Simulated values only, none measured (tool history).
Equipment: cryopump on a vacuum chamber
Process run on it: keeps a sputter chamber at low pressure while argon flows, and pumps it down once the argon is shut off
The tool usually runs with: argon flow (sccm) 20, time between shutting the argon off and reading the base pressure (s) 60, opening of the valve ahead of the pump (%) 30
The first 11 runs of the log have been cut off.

run	hour	argon flow (sccm)	time between shutting the argon off and reading the base pressure (s)	opening of the valve ahead of the pump (%)	hours of work since the pump was warmed up and emptied	hours of work since the cold head was overhauled	hours of work since the chamber's fittings were tightened	pressure while argon flows (Pa)	pressure after the wait (uPa)
12	558.7	20	276	30	433	433	664	0.1085	1.27
13	587.4	20	276	30	450	450	681	0.1082	1.33
14	646.3	20	276	30	486	486	717	0.1091	1.36
15	704.0	20	276	30	520	520	752	0.1075	1.38
16	742.0	20	276	30	543	543	774	0.1095	1.42
17	809.3	20	60	26	584	584	815	0.1248	2.05
18	875.9	20	60	30	624	624	855	0.1105	2.07
19	923.1	20	60	17	652	652	883	0.1911	2.18
20	951.7	20	22	19	669	669	900	0.1711	3.45
21	992.5	10	55	17	694	694	925	0.0944	2.32

Expected results for the next run?
22	1035.9	10	55	17	720	720	951	?	?

Run 22 produced pressure while argon flows (Pa) 0.0957, pressure after the wait (uPa) 2.36.
With no hidden state in the tool, this same run would have given pressure while argon flows (Pa) 0.0924, pressure after the wait (uPa) 1.10.
